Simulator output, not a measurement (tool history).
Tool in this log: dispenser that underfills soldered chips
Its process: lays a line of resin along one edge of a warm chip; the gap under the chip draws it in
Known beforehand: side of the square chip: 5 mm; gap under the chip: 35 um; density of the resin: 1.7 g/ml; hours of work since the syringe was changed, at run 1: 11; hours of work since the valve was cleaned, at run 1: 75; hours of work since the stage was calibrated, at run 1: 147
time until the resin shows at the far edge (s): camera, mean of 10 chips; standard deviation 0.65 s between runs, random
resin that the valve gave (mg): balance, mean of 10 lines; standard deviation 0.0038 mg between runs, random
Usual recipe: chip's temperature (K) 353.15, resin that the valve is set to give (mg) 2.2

run	hour	chip's temperature (K)	resin that the valve is set to give (mg)	hours of work since the syringe was changed	hours of work since the valve was cleaned	hours of work since the stage was calibrated	time until the resin shows at the far edge (s)	resin that the valve gave (mg)
1	0	353.15	2.2	11	75	147	99.9	2.141
# hour 0.8: new syringe of resin
2	4.1	353.15	2.2	2	77	149	63	2.142
3	9.1	353.15	2.2	5	80	152	75.5	2.139
4	14.1	353.15	2.2	9	83	155	86.5	2.138
5	16.6	353.15	1.99	10	85	157	95.5	1.94
# hour 18.7: new syringe of resin
6	21.6	350.15	2.2	2	88	160	68.1	2.137
7	24.1	353.15	2.2	3	90	162	68.8	2.132
8	29.4	353.15	2.2	7	93	165	82.5	2.132
9	34.6	353.15	2.2	10	96	168	96.9	2.133
# hour 36.6: new syringe of resin
10	37.8	353.15	2.35	1	98	170	56.9	2.275
11	41.3	353.15	2.08	3	100	172	67.3	2.013
12	45.9	353.15	1.93	6	103	175	78.1	1.859
13	50.9	350.15	2.2	9	107	179	98.1	2.117
# hour 54.5: new syringe of resin
14	55.3	353.15	2.06	0	109	181	59.2	1.984
# hour 57.3: dispensing valve cleaned and set on the balance
15	60.2	353.15	2.06	3	2	184	65	2.061
16	62.6	353.15	2.06	5	3	185	70.1	2.053
17	67.4	353.15	2.06	8	6	188	81.1	2.063
18	72.2	341.15	2.2	11	10	191	139.2	2.2
# hour 73.4: new syringe of resin
19	77.5	360.15	2.55	3	13	195	51.7	2.539
20	80.3	346.15	2.39	4	14	196	84.7	2.382
21	86.1	353.15	2.48	8	18	200	83.8	2.464
22	90.3	364.15	2.38	11	21	203	70.8	2.36
# hour 91.5: new syringe of resin
23	96.3	364.15	2.38	3	25	206	47.8	2.363
24	101.9	364.15	2.38	7	28	210	56.4	2.355
25	105.2	349.15	2.61	9	30	212	96	2.589
# hour 109.3: new syringe of resin
26	111.2	356.15	2.78	1	34	216	53.1	2.747
27	113.6	359.15	2.21	3	35	217	53.3	2.186
28	118.9	359.15	2.21	6	39	221	64.2	2.188
29	124	359.15	2.21	9	42	224	76.1	2.181
# hour 127.2: new syringe of resin
30	129.2	340.15	2.88	1	45	227	88.9	2.838
31	132	363.15	2.31	3	47	229	49.8	2.273
32	136.2	356.15	2.64	6	50	232	68	2.593
33	139	355.15	2.79	8	52	233	77.9	2.743
34	143.7	353.15	2.4	11	55	236	96	2.365
# hour 145.1: new syringe of resin
35	147.8	353.15	2.4	2	57	239	60.1	2.356
36	151.5	353.15	2.4	4	59	241	68.2	2.354

Selected run-to-run steps in time until the resin shows at the far edge (s), each split into two signed amounts: the part the tool would show with no hidden state at all (from settings, incoming material and random variation), and the remainder, which goes to the hidden state together with any gauge scatter not common to the measured and the hidden-state-free results:
Unlogged tool condition in this case: resin's viscosity, % of fresh resin's; dose that the valve gives, % of what is set; true chip temperature over the reading, C; drift of the gauge itself on fill_s, %; drift of the gauge itself on given_mg, %.
Run 1 -> 2: new syringe of resin. time until the resin shows at the far edge (s) -36.9: hidden state -37.5, all else +0.6.
Run 9 -> 10: resin that the valve is set to give (mg) 2.2 -> 2.35, new syringe of resin. time until the resin shows at the far edge (s) -40: hidden state -38.9, all else -1.1.
Run 17 -> 18: chip's temperature (K) 353.15 -> 341.15, resin that the valve is set to give (mg) 2.06 -> 2.2. time until the resin shows at the far edge (s) +58.1: hidden state +31.2, all else +26.9.
Run 18 -> 19: chip's temperature (K) 341.15 -> 360.15, resin that the valve is set to give (mg) 2.2 -> 2.55, new syringe of resin. time until the resin shows at the far edge (s) -87.5: hidden state -49.5, all else -38.
Run 25 -> 26: chip's temperature (K) 349.15 -> 356.15, resin that the valve is set to give (mg) 2.61 -> 2.78, new syringe of resin. time until the resin shows at the far edge (s) -42.9: hidden state -30.2, all else -12.7.

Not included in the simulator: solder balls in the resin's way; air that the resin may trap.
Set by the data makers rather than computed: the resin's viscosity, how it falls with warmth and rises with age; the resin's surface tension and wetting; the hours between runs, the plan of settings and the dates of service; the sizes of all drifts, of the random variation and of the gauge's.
